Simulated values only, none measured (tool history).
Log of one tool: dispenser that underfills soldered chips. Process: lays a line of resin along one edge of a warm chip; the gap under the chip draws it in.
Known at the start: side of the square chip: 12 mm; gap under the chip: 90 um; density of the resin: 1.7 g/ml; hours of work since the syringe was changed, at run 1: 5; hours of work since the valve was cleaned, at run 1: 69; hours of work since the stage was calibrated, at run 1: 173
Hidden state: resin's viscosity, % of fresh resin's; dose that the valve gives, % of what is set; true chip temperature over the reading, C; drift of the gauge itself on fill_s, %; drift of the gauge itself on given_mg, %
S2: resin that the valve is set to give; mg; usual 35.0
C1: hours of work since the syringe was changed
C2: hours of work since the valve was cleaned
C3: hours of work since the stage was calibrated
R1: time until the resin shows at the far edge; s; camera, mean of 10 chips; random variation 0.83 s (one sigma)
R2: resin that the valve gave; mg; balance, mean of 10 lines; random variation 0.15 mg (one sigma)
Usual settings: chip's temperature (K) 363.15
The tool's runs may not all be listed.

{"run": 1, "hour": 0.0, "chip's temperature (K)": 363.15, "S2": 35.0, "C1": 5, "C2": 69, "C3": 173, "R1": 100.5, "R2": 33.84}
{"hour": 3.5, "done": "new syringe of resin"}
{"run": 2, "hour": 5.3, "chip's temperature (K)": 363.15, "S2": 35.0, "C1": 1, "C2": 73, "C3": 177, "R1": 81.5, "R2": 33.64}
{"hour": 7.8, "done": "dispensing valve cleaned and set on the balance"}
{"run": 3, "hour": 11.3, "chip's temperature (K)": 363.15, "S2": 37.1, "C1": 5, "C2": 2, "C3": 180, "R1": 98.3, "R2": 36.73}
{"hour": 15.5, "done": "new syringe of resin"}
{"run": 4, "hour": 17.8, "chip's temperature (K)": 363.15, "S2": 31.1, "C1": 2, "C2": 7, "C3": 185, "R1": 83.7, "R2": 31.09}
{"run": 5, "hour": 22.9, "chip's temperature (K)": 363.15, "S2": 35.0, "C1": 5, "C2": 11, "C3": 188, "R1": 102.6, "R2": 34.74}
{"hour": 26.2, "done": "new syringe of resin"}
{"run": 6, "hour": 32.2, "chip's temperature (K)": 363.15, "S2": 40.2, "C1": 4, "C2": 17, "C3": 195, "R1": 94.1, "R2": 39.89}
{"hour": 37.3, "done": "new syringe of resin"}
{"run": 7, "hour": 39.4, "chip's temperature (K)": 363.15, "S2": 34.3, "C1": 2, "C2": 22, "C3": 200, "R1": 81.5, "R2": 33.9}
{"hour": 48.6, "done": "new syringe of resin"}
{"run": 8, "hour": 49.1, "chip's temperature (K)": 363.15, "S2": 34.3, "C1": 0, "C2": 29, "C3": 206, "R1": 75.6, "R2": 33.57}
{"run": 9, "hour": 56.0, "chip's temperature (K)": 363.15, "S2": 34.3, "C1": 5, "C2": 34, "C3": 211, "R1": 98.8, "R2": 33.78}
{"hour": 59.4, "done": "new syringe of resin"}
{"run": 10, "hour": 62.7, "chip's temperature (K)": 363.15, "S2": 34.3, "C1": 2, "C2": 38, "C3": 216, "R1": 84.5, "R2": 33.49}
{"hour": 70.1, "done": "new syringe of resin"}
{"run": 11, "hour": 71.2, "chip's temperature (K)": 363.15, "S2": 32.7, "C1": 1, "C2": 44, "C3": 222, "R1": 79.1, "R2": 31.7}
{"run": 12, "hour": 76.2, "chip's temperature (K)": 363.15, "S2": 32.7, "C1": 4, "C2": 48, "C3": 225, "R1": 96.1, "R2": 31.7}
{"hour": 81.4, "done": "new syringe of resin"}
{"run": 13, "hour": 81.7, "chip's temperature (K)": 363.15, "S2": 36.7, "C1": 0, "C2": 51, "C3": 229, "R1": 75.8, "R2": 35.72}
{"run": 14, "hour": 89.7, "chip's temperature (K)": 363.15, "S2": 43.3, "C1": 6, "C2": 57, "C3": 235, "R1": 104.1, "R2": 41.79}
{"hour": 92.3, "done": "new syringe of resin"}
{"run": 15, "hour": 98.2, "chip's temperature (K)": 363.15, "S2": 43.3, "C1": 4, "C2": 63, "C3": 241, "R1": 93.0, "R2": 41.5}
{"run": 16, "hour": 102.4, "chip's temperature (K)": 363.15, "S2": 43.3, "C1": 7, "C2": 66, "C3": 244, "R1": 107.0, "R2": 41.66}
{"hour": 103.5, "done": "new syringe of resin"}
{"run": 17, "hour": 111.8, "chip's temperature (K)": 363.15, "S2": 43.9, "C1": 6, "C2": 72, "C3": 250, "R1": 100.5, "R2": 42.33}
{"hour": 114.5, "done": "dispensing valve cleaned and set on the balance"}
{"hour": 115.7, "done": "new syringe of resin"}
{"run": 18, "hour": 122.2, "chip's temperature (K)": 363.15, "S2": 43.9, "C1": 5, "C2": 5, "C3": 257, "R1": 94.3, "R2": 43.77}
{"hour": 126.4, "done": "new syringe of resin"}
{"run": 19, "hour": 128.3, "chip's temperature (K)": 368.15, "S2": 30.8, "C1": 1, "C2": 9, "C3": 261, "R1": 68.2, "R2": 30.71}
{"hour": 137.2, "done": "new syringe of resin"}
{"run": 20, "hour": 137.4, "chip's temperature (K)": 364.15, "S2": 44.9, "C1": 0, "C2": 16, "C3": 267, "R1": 70.9, "R2": 44.61}
{"run": 21, "hour": 145.5, "chip's temperature (K)": 364.15, "S2": 44.9, "C1": 6, "C2": 21, "C3": 273, "R1": 98.2, "R2": 44.48}
{"hour": 148.0, "done": "new syringe of resin"}
{"run": 22, "hour": 154.7, "chip's temperature (K)": 357.15, "S2": 32.0, "C1": 5, "C2": 28, "C3": 279, "R1": 119.3, "R2": 31.64}
{"hour": 158.7, "done": "new syringe of resin"}
{"run": 23, "hour": 163.1, "chip's temperature (K)": 357.15, "S2": 32.0, "C1": 3, "C2": 34, "C3": 285, "R1": 106.5, "R2": 31.54}
{"run": 24, "hour": 168.4, "chip's temperature (K)": 360.15, "S2": 37.2, "C1": 7, "C2": 37, "C3": 289, "R1": 115.3, "R2": 36.68}
{"hour": 169.5, "done": "new syringe of resin"}
{"run": 25, "hour": 175.3, "chip's temperature (K)": 355.15, "S2": 36.9, "C1": 4, "C2": 42, "C3": 294, "R1": 118.6, "R2": 36.05}
{"hour": 180.3, "done": "new syringe of resin"}
{"run": 26, "hour": 182.0, "chip's temperature (K)": 367.15, "S2": 42.4, "C1": 1, "C2": 47, "C3": 298, "R1": 69.5, "R2": 41.58}
{"run": 27, "hour": 188.0, "chip's temperature (K)": 376.15, "S2": 31.3, "C1": 5, "C2": 51, "C3": 302, "R1": 67.3, "R2": 30.3}
{"hour": 191.2, "done": "new syringe of resin"}
{"run": 28, "hour": 192.2, "chip's temperature (K)": 371.15, "S2": 37.2, "C1": 1, "C2": 54, "C3": 305, "R1": 58.4, "R2": 36.13}
{"run": 29, "hour": 200.4, "chip's temperature (K)": 355.15, "S2": 34.5, "C1": 7, "C2": 60, "C3": 311, "R1": 138.8, "R2": 33.48}
{"hour": 201.8, "done": "new syringe of resin"}
{"run": 30, "hour": 208.1, "chip's temperature (K)": 369.15, "S2": 39.2, "C1": 4, "C2": 65, "C3": 316, "R1": 74.8, "R2": 37.91}
{"hour": 212.7, "done": "new syringe of resin"}
{"run": 31, "hour": 217.0, "chip's temperature (K)": 364.15, "S2": 32.3, "C1": 3, "C2": 71, "C3": 322, "R1": 87.1, "R2": 31.09}
{"hour": 221.2, "done": "dispensing valve cleaned and set on the balance"}
{"hour": 224.6, "done": "new syringe of resin"}
{"run": 32, "hour": 227.0, "chip's temperature (K)": 349.15, "S2": 44.7, "C1": 2, "C2": 4, "C3": 329, "R1": 127.8, "R2": 44.76}
{"run": 33, "hour": 234.0, "chip's temperature (K)": 349.15, "S2": 36.3, "C1": 7, "C2": 9, "C3": 334, "R1": 173.4, "R2": 35.8}
{"hour": 235.4, "done": "new syringe of resin"}
{"run": 34, "hour": 242.3, "chip's temperature (K)": 375.15, "S2": 35.7, "C1": 5, "C2": 15, "C3": 339, "R1": 62.9, "R2": 35.15}
{"hour": 246.4, "done": "new syringe of resin"}
{"run": 35, "hour": 248.4, "chip's temperature (K)": 375.15, "S2": 35.7, "C1": 1, "C2": 19, "C3": 344, "R1": 53.0, "R2": 35.46}

How the hidden state differs across the entries between the runs, from the last listed run before each to the first after it:
Between runs 1 and 2: new syringe of resin (hour 3.5)
  resin's viscosity, % of fresh resin's: 133.5 -> 107; dose that the valve gives, % of what is set: 96.14 -> 95.96; true chip temperature over the reading, C: 1.31 -> 1.33
  measured less the result without the state, R1: +22.3 -> +2.3 s; R2: -1.36 -> -1.42 mg
Between runs 2 and 3: dispensing valve cleaned and set on the balance (hour 7.8)
  resin's viscosity, % of fresh resin's: 107 -> 130.9; dose that the valve gives, % of what is set: 95.96 -> 99.75; true chip temperature over the reading, C: 1.33 -> 1.35
  measured less the result without the state, R1: +2.3 -> +19.8 s; R2: -1.42 -> -0.09 mg
Between runs 3 and 4: new syringe of resin (hour 15.5)
  resin's viscosity, % of fresh resin's: 130.9 -> 110; dose that the valve gives, % of what is set: 99.75 -> 99.53; true chip temperature over the reading, C: 1.35 -> 1.38
  measured less the result without the state, R1: +19.8 -> +4.2 s; R2: -0.09 -> -0.15 mg
Between runs 5 and 6: new syringe of resin (hour 26.2)
  resin's viscosity, % of fresh resin's: 135.3 -> 128.8; dose that the valve gives, % of what is set: 99.33 -> 98.96; true chip temperature over the reading, C: 1.41 -> 1.46
  measured less the result without the state, R1: +23.1 -> +17.4 s; R2: -0.23 -> -0.42 mg
Between runs 6 and 7: new syringe of resin (hour 37.3)
  resin's viscosity, % of fresh resin's: 128.8 -> 108.7; dose that the valve gives, % of what is set: 98.96 -> 98.66; true chip temperature over the reading, C: 1.46 -> 1.5
  measured less the result without the state, R1: +17.4 -> +2.8 s; R2: -0.42 -> -0.46 mg
Between runs 7 and 8: new syringe of resin (hour 48.6)
  resin's viscosity, % of fresh resin's: 108.7 -> 101; dose that the valve gives, % of what is set: 98.66 -> 98.28; true chip temperature over the reading, C: 1.5 -> 1.55
  measured less the result without the state, R1: +2.8 -> -3.0 s; R2: -0.46 -> -0.59 mg
Between runs 9 and 10: new syringe of resin (hour 59.4)
  resin's viscosity, % of fresh resin's: 133.7 -> 114.7; dose that the valve gives, % of what is set: 98 -> 97.76; true chip temperature over the reading, C: 1.58 -> 1.62
  measured less the result without the state, R1: +21.0 -> +7.0 s; R2: -0.69 -> -0.77 mg
Between runs 10 and 11: new syringe of resin (hour 70.1)
  resin's viscosity, % of fresh resin's: 114.7 -> 105.4; dose that the valve gives, % of what is set: 97.76 -> 97.44; true chip temperature over the reading, C: 1.62 -> 1.66
  measured less the result without the state, R1: +7.0 -> +0.1 s; R2: -0.77 -> -0.84 mg
Between runs 12 and 13: new syringe of resin (hour 81.4)
  resin's viscosity, % of fresh resin's: 129 -> 103.4; dose that the valve gives, % of what is set: 97.23 -> 97.01; true chip temperature over the reading, C: 1.68 -> 1.71
  measured less the result without the state, R1: +17.8 -> -1.6 s; R2: -0.90 -> -1.10 mg
Between runs 14 and 15: new syringe of resin (hour 92.3)
  resin's viscosity, % of fresh resin's: 142.9 -> 127.6; dose that the valve gives, % of what is set: 96.71 -> 96.38; true chip temperature over the reading, C: 1.75 -> 1.8
  measured less the result without the state, R1: +27.0 -> +15.8 s; R2: -1.42 -> -1.57 mg
Between runs 16 and 17: new syringe of resin (hour 103.5)
  resin's viscosity, % of fresh resin's: 151.2 -> 142.1; dose that the valve gives, % of what is set: 96.23 -> 95.82; true chip temperature over the reading, C: 1.82 -> 1.86
  measured less the result without the state, R1: +31.9 -> +25.5 s; R2: -1.63 -> -1.84 mg
Between runs 17 and 18: dispensing valve cleaned and set on the balance (hour 114.5); new syringe of resin (hour 115.7)
  resin's viscosity, % of fresh resin's: 142.1 -> 130.7; dose that the valve gives, % of what is set: 95.82 -> 99.9; true chip temperature over the reading, C: 1.86 -> 1.91
  measured less the result without the state, R1: +25.5 -> +17.4 s; R2: -1.84 -> -0.04 mg
Between runs 18 and 19: new syringe of resin (hour 126.4)
  resin's viscosity, % of fresh resin's: 130.7 -> 108.7; dose that the valve gives, % of what is set: 99.9 -> 99.66; true chip temperature over the reading, C: 1.91 -> 1.94
  measured less the result without the state, R1: +17.4 -> +1.4 s; R2: -0.04 -> -0.10 mg
Between runs 19 and 20: new syringe of resin (hour 137.2)
  resin's viscosity, % of fresh resin's: 108.7 -> 100.7; dose that the valve gives, % of what is set: 99.66 -> 99.32; true chip temperature over the reading, C: 1.94 -> 1.99
  measured less the result without the state, R1: +1.4 -> -4.3 s; R2: -0.10 -> -0.30 mg
Between runs 21 and 22: new syringe of resin (hour 148.0)
  resin's viscosity, % of fresh resin's: 139.5 -> 132; dose that the valve gives, % of what is set: 99.03 -> 98.68; true chip temperature over the reading, C: 2.03 -> 2.08
  measured less the result without the state, R1: +22.9 -> +22.4 s; R2: -0.43 -> -0.43 mg
Between runs 22 and 23: new syringe of resin (hour 158.7)
  resin's viscosity, % of fresh resin's: 132 -> 118.5; dose that the valve gives, % of what is set: 98.68 -> 98.39; true chip temperature over the reading, C: 2.08 -> 2.13
  measured less the result without the state, R1: +22.4 -> +10.2 s; R2: -0.43 -> -0.51 mg
Between runs 24 and 25: new syringe of resin (hour 169.5)
  resin's viscosity, % of fresh resin's: 146.9 -> 127.2; dose that the valve gives, % of what is set: 98.17 -> 97.9; true chip temperature over the reading, C: 2.16 -> 2.19
  measured less the result without the state, R1: +31.1 -> +18.2 s; R2: -0.68 -> -0.77 mg
Between runs 25 and 26: new syringe of resin (hour 180.3)
  resin's viscosity, % of fresh resin's: 127.2 -> 108.2; dose that the valve gives, % of what is set: 97.9 -> 97.66; true chip temperature over the reading, C: 2.19 -> 2.22
  measured less the result without the state, R1: +18.2 -> +0.4 s; R2: -0.77 -> -1.00 mg
Between runs 27 and 28: new syringe of resin (hour 191.2)
  resin's viscosity, % of fresh resin's: 137.9 -> 104.9; dose that the valve gives, % of what is set: 97.42 -> 97.28; true chip temperature over the reading, C: 2.25 -> 2.27
  measured less the result without the state, R1: +15.2 -> -1.3 s; R2: -0.80 -> -1.01 mg
Between runs 29 and 30: new syringe of resin (hour 201.8)
  resin's viscosity, % of fresh resin's: 146.6 -> 128.5; dose that the valve gives, % of what is set: 96.96 -> 96.68; true chip temperature over the reading, C: 2.31 -> 2.35
  measured less the result without the state, R1: +36.6 -> +12.2 s; R2: -1.06 -> -1.30 mg
Between runs 30 and 31: new syringe of resin (hour 212.7)
  resin's viscosity, % of fresh resin's: 128.5 -> 121.7; dose that the valve gives, % of what is set: 96.68 -> 96.34; true chip temperature over the reading, C: 2.35 -> 2.4
  measured less the result without the state, R1: +12.2 -> +10.2 s; R2: -1.30 -> -1.18 mg
Between runs 31 and 32: dispensing valve cleaned and set on the balance (hour 221.2); new syringe of resin (hour 224.6)
  resin's viscosity, % of fresh resin's: 121.7 -> 111.6; dose that the valve gives, % of what is set: 96.34 -> 99.73; true chip temperature over the reading, C: 2.4 -> 2.44
  measured less the result without the state, R1: +10.2 -> +2.8 s; R2: -1.18 -> -0.12 mg
Between runs 33 and 34: new syringe of resin (hour 235.4)
  resin's viscosity, % of fresh resin's: 148.4 -> 131.8; dose that the valve gives, % of what is set: 99.46 -> 99.15; true chip temperature over the reading, C: 2.48 -> 2.52
  measured less the result without the state, R1: +45.6 -> +11.3 s; R2: -0.19 -> -0.31 mg
Between runs 34 and 35: new syringe of resin (hour 246.4)
  resin's viscosity, % of fresh resin's: 131.8 -> 108.5; dose that the valve gives, % of what is set: 99.15 -> 98.9; true chip temperature over the reading, C: 2.52 -> 2.55
  measured less the result without the state, R1: +11.3 -> +0.2 s; R2: -0.31 -> -0.40 mg
